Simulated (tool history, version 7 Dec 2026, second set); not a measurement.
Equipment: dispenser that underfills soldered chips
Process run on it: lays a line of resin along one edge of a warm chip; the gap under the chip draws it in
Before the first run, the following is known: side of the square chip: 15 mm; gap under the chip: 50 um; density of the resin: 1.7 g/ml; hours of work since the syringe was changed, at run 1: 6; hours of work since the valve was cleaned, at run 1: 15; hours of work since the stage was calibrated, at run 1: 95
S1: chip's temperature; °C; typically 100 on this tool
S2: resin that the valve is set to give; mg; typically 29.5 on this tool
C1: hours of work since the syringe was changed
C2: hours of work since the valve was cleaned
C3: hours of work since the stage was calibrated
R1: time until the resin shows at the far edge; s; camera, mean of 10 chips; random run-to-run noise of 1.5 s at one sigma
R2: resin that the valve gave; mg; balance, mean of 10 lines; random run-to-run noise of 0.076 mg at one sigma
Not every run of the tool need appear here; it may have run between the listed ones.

{"run": 1, "hour": 0.0, "S1": 100, "S2": 29.5, "C1": 6, "C2": 15, "C3": 95, "R1": 239.9, "R2": 29.26}
{"hour": 1.0, "done": "new syringe of resin"}
{"run": 2, "hour": 4.0, "S1": 100, "S2": 29.5, "C1": 2, "C2": 18, "C3": 98, "R1": 185.2, "R2": 29.16}
{"run": 3, "hour": 7.4, "S1": 100, "S2": 29.5, "C1": 5, "C2": 20, "C3": 101, "R1": 238.7, "R2": 29.23}
{"hour": 9.5, "done": "new syringe of resin"}
{"run": 4, "hour": 12.2, "S1": 100, "S2": 29.5, "C1": 2, "C2": 24, "C3": 104, "R1": 178, "R2": 29.08}
{"run": 5, "hour": 14.9, "S1": 100, "S2": 32.1, "C1": 4, "C2": 26, "C3": 106, "R1": 208.1, "R2": 31.67}
{"hour": 18.1, "done": "new syringe of resin"}
{"run": 6, "hour": 18.4, "S1": 100, "S2": 32.1, "C1": 0, "C2": 28, "C3": 108, "R1": 146.4, "R2": 31.64}
{"run": 7, "hour": 22.6, "S1": 104, "S2": 32.1, "C1": 3, "C2": 31, "C3": 112, "R1": 167.2, "R2": 31.46}
{"hour": 26.6, "done": "new syringe of resin"}
{"run": 8, "hour": 26.9, "S1": 104, "S2": 32.1, "C1": 0, "C2": 34, "C3": 115, "R1": 129.9, "R2": 31.62}
{"run": 9, "hour": 31.3, "S1": 104, "S2": 32.1, "C1": 4, "C2": 38, "C3": 118, "R1": 174.1, "R2": 31.5}
{"run": 10, "hour": 34.4, "S1": 104, "S2": 32.1, "C1": 6, "C2": 40, "C3": 120, "R1": 212.9, "R2": 31.67}
{"hour": 34.9, "done": "new syringe of resin"}
{"run": 11, "hour": 37.9, "S1": 104, "S2": 32.1, "C1": 2, "C2": 42, "C3": 123, "R1": 150.3, "R2": 31.57}
{"run": 12, "hour": 40.4, "S1": 112, "S2": 32, "C1": 4, "C2": 44, "C3": 125, "R1": 131.9, "R2": 31.26}
{"hour": 43.4, "done": "new syringe of resin"}
{"run": 13, "hour": 43.4, "S1": 112, "S2": 32, "C1": 0, "C2": 46, "C3": 127, "R1": 92.4, "R2": 31.19}
{"run": 14, "hour": 46.0, "S1": 112, "S2": 32, "C1": 2, "C2": 48, "C3": 129, "R1": 109.9, "R2": 31.22}
{"run": 15, "hour": 48.6, "S1": 96, "S2": 29.7, "C1": 4, "C2": 50, "C3": 131, "R1": 248.5, "R2": 29.02}
{"hour": 51.7, "done": "new syringe of resin"}
{"run": 16, "hour": 51.8, "S1": 100, "S2": 26.1, "C1": 0, "C2": 52, "C3": 133, "R1": 154.5, "R2": 25.47}
{"run": 17, "hour": 54.3, "S1": 100, "S2": 26.1, "C1": 2, "C2": 54, "C3": 135, "R1": 180.9, "R2": 25.49}
{"run": 18, "hour": 58.9, "S1": 85, "S2": 35, "C1": 5, "C2": 58, "C3": 138, "R1": 434, "R2": 34.1}
{"hour": 60.1, "done": "new syringe of resin"}
{"run": 19, "hour": 62.0, "S1": 85, "S2": 35, "C1": 1, "C2": 60, "C3": 140, "R1": 310.5, "R2": 34.02}
{"run": 20, "hour": 65.9, "S1": 87, "S2": 32.5, "C1": 4, "C2": 63, "C3": 143, "R1": 375.1, "R2": 31.47}
{"hour": 68.4, "done": "new syringe of resin"}
{"run": 21, "hour": 70.2, "S1": 109, "S2": 28.2, "C1": 1, "C2": 66, "C3": 146, "R1": 120.5, "R2": 27.33}

What would each run have given without the hidden state, its run-to-run variation left as it was?
The tool's hidden condition here consists of: resin's viscosity, % of fresh resin's; dose that the valve gives, % of what is set; true chip temperature over the reading, C; drift of the gauge itself on fill_s, %; drift of the gauge itself on given_mg, %.
run=1 R1=151 R2=29.48
run=2 R1=151.1 R2=29.42
run=3 R1=155.7 R2=29.52
run=4 R1=152 R2=29.41
run=5 R1=150 R2=32.05
run=6 R1=149.8 R2=32.06
run=7 R1=130 R2=31.92
run=8 R1=128.2 R2=32.13
run=9 R1=129.5 R2=32.06
run=10 R1=129.3 R2=32.27
run=11 R1=126.9 R2=32.2
run=12 R1=95.2 R2=31.9
run=13 R1=93.3 R2=31.86
run=14 R1=93.7 R2=31.92
run=15 R1=178.7 R2=29.7
run=16 R1=157.1 R2=26.09
run=17 R1=156.7 R2=26.14
run=18 R1=280.3 R2=35.01
run=19 R1=279.2 R2=34.97
run=20 R1=260.7 R2=32.39
run=21 R1=107.8 R2=28.17
